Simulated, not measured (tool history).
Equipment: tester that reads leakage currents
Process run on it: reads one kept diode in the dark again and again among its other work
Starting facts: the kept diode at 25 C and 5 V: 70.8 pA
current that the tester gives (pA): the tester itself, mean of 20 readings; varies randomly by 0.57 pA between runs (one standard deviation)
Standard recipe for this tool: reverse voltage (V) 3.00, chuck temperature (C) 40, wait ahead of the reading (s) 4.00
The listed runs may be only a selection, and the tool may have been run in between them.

run	hour	reverse voltage (V)	chuck temperature (C)	wait ahead of the reading (s)	current that the tester gives (pA)
1	0.0	3.00	40	4.00	217.16
2	46.1	3.00	40	4.00	218.54
3	81.6	3.61	40	4.00	232.16
4	115.3	3.00	40	4.00	220.93
5	148.0	3.00	40	4.00	222.11
# hour 165.7: chuck's temperature calibrated
6	179.7	3.00	40	4.00	245.37
7	217.5	3.00	40	4.00	246.24
8	262.7	3.00	40	4.00	249.22
# hour 293.5: chuck's temperature calibrated, once more
9	296.1	3.00	40	4.00	193.46
10	324.9	3.00	40	4.00	193.70
11	360.8	3.00	40	4.00	193.99
12	419.4	5.79	40	4.00	243.26
13	457.3	5.79	40	4.00	242.75
14	486.0	5.79	40	4.00	243.90
15	515.8	5.79	40	4.00	246.20
16	547.5	5.79	40	4.00	246.29
17	604.5	5.79	40	4.00	250.21
18	634.8	5.79	40	4.00	251.43
19	675.5	5.79	40	4.00	252.04
20	711.2	5.79	40	4.00	254.19
21	746.6	5.79	40	4.00	254.05
22	786.8	16.13	45	3.89	505.90
23	830.2	16.13	45	3.89	509.56
24	854.5	14.19	41	0.87	373.02
25	893.6	3.00	32	4.04	118.11
26	942.3	3.00	32	4.04	118.82
27	992.4	12.52	20	1.20	81.57
28	1041.0	12.52	20	7.83	80.02
29	1075.0	12.52	20	7.83	80.45
30	1133.2	3.00	23	4.24	61.96
31	1161.7	1.42	33	8.72	104.69
32	1219.4	1.42	33	1.60	106.22
33	1249.3	1.42	33	1.60	106.29
34	1275.7	1.42	33	1.60	106.47
# hour 1304.3: chuck's temperature calibrated
35	1316.3	1.42	33	1.60	91.28
36	1366.6	3.00	46	4.00	297.62
37	1420.5	1.39	40	4.00	153.24
38	1476.5	1.39	40	4.00	155.11
39	1532.2	3.00	30	1.31	95.96

5 options for the next run, each taken on its own from the tool as it stands now. Forecast them:
A	1555.8	3.00	40	1.29	?
B	1555.8	3.00	34	4.00	?
C	1555.8	3.00	39	1.31	?
D	1555.8	12.91	24	1.20	?
E	1555.8	9.40	30	5.79	?

run	current that the tester gives (pA)
A	200.99
B	129.59
C	187.28
D	104.23
E	141.54
Had the tool no hidden state, the same runs would have come out as:
run	current that the tester gives (pA)
A	190.26
B	121.72
C	177.10
D	90.13
E	128.35
